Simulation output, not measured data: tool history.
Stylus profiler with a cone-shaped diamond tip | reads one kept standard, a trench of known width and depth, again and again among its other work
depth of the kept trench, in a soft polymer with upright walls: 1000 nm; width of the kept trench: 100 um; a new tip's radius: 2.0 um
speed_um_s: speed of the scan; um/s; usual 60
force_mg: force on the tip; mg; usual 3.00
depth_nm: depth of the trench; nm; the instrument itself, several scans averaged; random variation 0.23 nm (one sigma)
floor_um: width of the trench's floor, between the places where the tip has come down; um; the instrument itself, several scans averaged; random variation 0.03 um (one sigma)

run 1 hour=0.0 | speed_um_s=60 force_mg=3.00 | depth_nm=1015.41 floor_um=93.16
run 2 hour=37.3 | speed_um_s=60 force_mg=3.00 | depth_nm=1015.08 floor_um=93.19
run 3 hour=71.7 | speed_um_s=87 force_mg=3.00 | depth_nm=1014.85 floor_um=92.99
run 4 hour=98.6 | speed_um_s=60 force_mg=1.72 | depth_nm=1009.07 floor_um=92.98
run 5 hour=132.2 | speed_um_s=60 force_mg=1.72 | depth_nm=1008.88 floor_um=93.01
run 6 hour=150.7 | speed_um_s=96 force_mg=3.00 | depth_nm=1015.02 floor_um=92.89
run 7 hour=184.5 | speed_um_s=60 force_mg=3.00 | depth_nm=1014.79 floor_um=92.95
run 8 hour=202.5 | speed_um_s=60 force_mg=1.28 | depth_nm=1006.77 floor_um=92.85
run 9 hour=245.8 | speed_um_s=60 force_mg=3.00 | depth_nm=1014.71 floor_um=92.94
run 10 hour=278.9 | speed_um_s=60 force_mg=2.63 | depth_nm=1013.29 floor_um=92.78
run 11 hour=303.9 | speed_um_s=60 force_mg=3.00 | depth_nm=1014.28 floor_um=92.81
run 12 hour=321.7 | speed_um_s=60 force_mg=3.00 | depth_nm=1014.41 floor_um=92.77
run 13 hour=355.2 | speed_um_s=60 force_mg=2.58 | depth_nm=1012.39 floor_um=92.79
run 14 hour=393.0 | speed_um_s=60 force_mg=3.61 | depth_nm=1016.26 floor_um=92.79
run 15 hour=424.8 | speed_um_s=33 force_mg=3.00 | depth_nm=1013.94 floor_um=92.87
run 16 hour=451.8 | speed_um_s=33 force_mg=3.00 | depth_nm=1014.19 floor_um=92.77
run 17 hour=473.5 | speed_um_s=60 force_mg=1.24 | depth_nm=1006.01 floor_um=92.45
run 18 hour=493.6 | speed_um_s=60 force_mg=1.24 | depth_nm=1005.20 floor_um=92.47
run 19 hour=522.5 | speed_um_s=92 force_mg=4.06 | depth_nm=1018.14 floor_um=92.43
run 20 hour=553.1 | speed_um_s=88 force_mg=8.01 | depth_nm=1031.18 floor_um=92.56

Forecast run 21:
run 21 hour=597.0 | speed_um_s=88 force_mg=8.01 | depth_nm=? floor_um=?

Run 21 gave depth_nm 1031.18 nm, floor_um 92.53 um.
Without the tool's hidden state the same run would have given depth_nm 1036.42 nm, floor_um 96.30 um.
